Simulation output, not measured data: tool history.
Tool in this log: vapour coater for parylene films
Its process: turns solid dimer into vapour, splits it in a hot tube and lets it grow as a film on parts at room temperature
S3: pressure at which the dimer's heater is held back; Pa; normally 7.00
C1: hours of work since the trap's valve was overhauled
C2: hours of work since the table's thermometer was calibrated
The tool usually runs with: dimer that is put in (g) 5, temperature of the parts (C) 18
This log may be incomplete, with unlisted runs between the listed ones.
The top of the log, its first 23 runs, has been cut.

Run 24, hour 413.3: usual settings but dimer that is put in (g) 3, temperature of the parts (C) 21; C1 36; C2 28. Result: thickness of the film (nm) 610.
Run 25, hour 432.2: usual settings but dimer that is put in (g) 9, temperature of the parts (C) 11, S3 4.05 Pa; C1 51; C2 42. Result: thickness of the film (nm) 2900.
Run 26, hour 454.4: usual settings but dimer that is put in (g) 2, temperature of the parts (C) 25, S3 2.01 Pa; C1 68; C2 59. Result: thickness of the film (nm) 480.
Run 27, hour 468.4: usual settings but dimer that is put in (g) 2, temperature of the parts (C) 23, S3 3.01 Pa; C1 78; C2 70. Result: thickness of the film (nm) 470.
Run 28, hour 484.7: usual settings but temperature of the parts (C) 23; C1 90; C2 82. Result: thickness of the film (nm) 920.
Run 29, hour 496.9: usual settings but dimer that is put in (g) 2, temperature of the parts (C) 11, S3 11.90 Pa; C1 100; C2 91. Result: thickness of the film (nm) 500.
Run 30, hour 507.0: usual settings but dimer that is put in (g) 2, temperature of the parts (C) 29, S3 2.16 Pa; C1 107; C2 99. Result: thickness of the film (nm) 390.
Run 31, hour 524.1: usual settings but dimer that is put in (g) 3, S3 6.58 Pa; C1 120; C2 112. Result: thickness of the film (nm) 670.
Run 32, hour 540.9: usual settings but dimer that is put in (g) 3, S3 6.58 Pa; C1 133; C2 124. Result: thickness of the film (nm) 640.
Run 33, hour 559.5: usual settings but dimer that is put in (g) 3, S3 6.58 Pa; C1 147; C2 139. Result: thickness of the film (nm) 650.
Run 34, hour 581.7: usual settings but dimer that is put in (g) 3, S3 6.58 Pa; C1 164; C2 155. Result: thickness of the film (nm) 640.
Run 35, hour 598.4: usual settings but dimer that is put in (g) 3, S3 6.58 Pa; C1 176; C2 168. Result: thickness of the film (nm) 620.
Run 36, hour 620.0: usual settings but dimer that is put in (g) 3, S3 6.58 Pa; C1 193; C2 184. Result: thickness of the film (nm) 640.
Run 37, hour 635.6: usual settings but dimer that is put in (g) 3, S3 6.58 Pa; C1 205; C2 196. Result: thickness of the film (nm) 650.
Run 38, hour 658.4: usual settings but dimer that is put in (g) 3, S3 6.58 Pa; C1 222; C2 213. Result: thickness of the film (nm) 630.
At hour 683.5: trap's valve overhauled.
Run 39, hour 684.4: usual settings but dimer that is put in (g) 3, temperature of the parts (C) 14, S3 3.05 Pa; C1 1; C2 230. Result: thickness of the film (nm) 980.
Run 40, hour 695.9: usual settings but dimer that is put in (g) 7, temperature of the parts (C) 12, S3 2.01 Pa; C1 9; C2 239. Result: thickness of the film (nm) 2680.
Run 41, hour 706.1: usual settings but dimer that is put in (g) 7, temperature of the parts (C) 12, S3 2.01 Pa; C1 17; C2 246. Result: thickness of the film (nm) 2660.
Run 42, hour 726.1: usual settings but dimer that is put in (g) 7, temperature of the parts (C) 12, S3 2.01 Pa; C1 32; C2 262. Result: thickness of the film (nm) 2620.

Alternative continuations, all from the tool just after run 42; predict every row:
Run A, hour 738.2: usual settings but dimer that is put in (g) 3, S3 10.41 Pa; C1 41; C2 271. Result: thickness of the film (nm) ?.
Run B, hour 738.2: usual settings but dimer that is put in (g) 2, temperature of the parts (C) 12, S3 2.78 Pa; C1 41; C2 271. Result: thickness of the film (nm) ?.
Run C, hour 738.2: usual settings but dimer that is put in (g) 2, temperature of the parts (C) 21, S3 2.01 Pa; C1 41; C2 271. Result: thickness of the film (nm) ?.

run  thickness of the film (nm)
  A                         600
  B                         690
  C                         560
Take away the tool's hidden state, keep each run's random variation, and the runs would have read:
run  thickness of the film (nm)
  A                         620
  B                         710
  C                         580

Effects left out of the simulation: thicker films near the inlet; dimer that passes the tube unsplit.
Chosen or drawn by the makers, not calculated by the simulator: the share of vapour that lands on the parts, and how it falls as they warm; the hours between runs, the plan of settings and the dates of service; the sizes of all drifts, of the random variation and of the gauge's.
